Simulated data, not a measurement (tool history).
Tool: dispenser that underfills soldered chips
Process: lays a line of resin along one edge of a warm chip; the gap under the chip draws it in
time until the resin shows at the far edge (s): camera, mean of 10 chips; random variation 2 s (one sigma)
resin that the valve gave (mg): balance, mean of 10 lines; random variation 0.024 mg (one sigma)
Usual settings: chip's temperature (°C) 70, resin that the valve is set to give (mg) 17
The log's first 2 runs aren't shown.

run,day,chip's temperature (°C),resin that the valve is set to give (mg),time until the resin shows at the far edge (s),resin that the valve gave (mg)
# day 0.271: new syringe of resin
3,0.55,70,17,262,16.85
# day 0.604: new syringe of resin
4,0.708,70,17,216.5,16.87
# day 0.942: new syringe of resin
5,1.033,70,17,221.3,16.8
6,1.254,70,17,285.1,16.76
# day 1.296: new syringe of resin
7,1.483,70,17,241.8,16.77
# day 1.646: new syringe of resin
8,1.783,70,17,227.9,16.71
# day 1.979: new syringe of resin
9,2.033,70,17,204.6,16.63
# day 2.317: new syringe of resin
10,2.367,70,18.2,204.1,17.82
11,2.592,70,18.2,261.5,17.77
# day 2.646: new syringe of resin
12,2.921,72,17,248.6,16.6
# day 2.988: new syringe of resin
13,3.183,72,17,230.8,16.56
# day 3.329: new syringe of resin
14,3.483,72,17,216.7,16.52
# day 3.662: new syringe of resin
# day 3.758: dispensing valve cleaned and set on the balance
15,3.838,72,17,208.3,16.95
# day 4.054: new syringe of resin
16,4.121,70,17,203.7,16.96
17,4.304,70,17,255.4,16.93
# day 4.4: new syringe of resin
18,4.642,81,17,180.3,16.87

The next listed run, before its measurement:
# day 4.742: new syringe of resin
19,4.938,65,15.6,?,?

Run 19 gave time until the resin shows at the far edge (s) 289.2, resin that the valve gave (mg) 15.41.
Without the tool's hidden state the same run would have given time until the resin shows at the far edge (s) 239.5, resin that the valve gave (mg) 15.55.
